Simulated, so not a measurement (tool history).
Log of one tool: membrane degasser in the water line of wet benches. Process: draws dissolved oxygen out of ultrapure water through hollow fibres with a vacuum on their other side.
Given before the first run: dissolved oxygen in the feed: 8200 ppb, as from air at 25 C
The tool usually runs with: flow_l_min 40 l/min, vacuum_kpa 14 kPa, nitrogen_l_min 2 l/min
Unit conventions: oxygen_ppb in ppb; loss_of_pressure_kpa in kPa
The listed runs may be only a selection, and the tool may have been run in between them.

run	hour	flow_l_min	vacuum_kpa	nitrogen_l_min	oxygen_ppb	loss_of_pressure_kpa
1	0	40	14	2	476.6	61.83
2	189.4	40	14	2	475.6	62.22
3	291.7	40	14	0.99	820.8	62.21
4	421.1	40	9.3	2	283.4	61.94
5	523.4	40	9.3	2	284.5	61.78
6	671.9	40	9.3	2.21	262.2	62.62
7	794.7	40	14	2	475.4	62.27
8	905	40	29.9	2	1070	62.17
# hour 937.2: vacuum gauge calibrated
9	1001.2	40	14	2	473.8	62.1
10	1146.6	40	18.2	2	644.4	61.9
11	1247.4	40	18.2	2	644.7	62.37
12	1401.7	40	14	2	474.8	62.08
13	1484.1	40	14	2	476.3	62.4
14	1632.8	40	14	2	478.9	62.49
15	1822.7	30	18.2	2.99	352.7	46.79
16	1924	39	29.5	1.14	1571.9	61.39
17	2012.8	39	29.5	1.14	1563.5	61.25
18	2184.5	57	14	5.45	293.5	89.95
19	2358.4	57	14	5.45	294.3	89.61
20	2475.5	56	24.9	5.45	532.1	87.39
21	2590.7	25	24.9	2.6	481	39.43
22	2774.3	43	12.8	1.08	740.3	67.52
23	2895.5	48	12.8	1.23	729.3	75.84
24	3016.7	48	12.8	1.23	733.7	75.65
25	3187.8	29	25.7	2	709.5	45.43
26	3336.6	26	21.1	0.86	1038.5	41.33

Here are 5 independent what-if runs from the current tool condition. What would each one return?
A	3438.8	28	11.9	2	?	?
B	3438.8	50	14	2	?	?
C	3438.8	26	15.3	3.49	?	?
D	3438.8	40	30.3	1.61	?	?
E	3438.8	40	14	3.58	?	?

run	oxygen_ppb	loss_of_pressure_kpa
A	286.4	44.4
B	581.5	79.19
C	223.2	40.91
D	1288.6	63.31
E	297.5	63.51
The same runs, with their run-to-run variation unchanged, on a tool lacking any hidden condition would have given:
run	oxygen_ppb	loss_of_pressure_kpa
A	277.6	42.13
B	566.5	75.16
C	216.7	38.81
D	1275.1	60.09
E	287.5	60.28
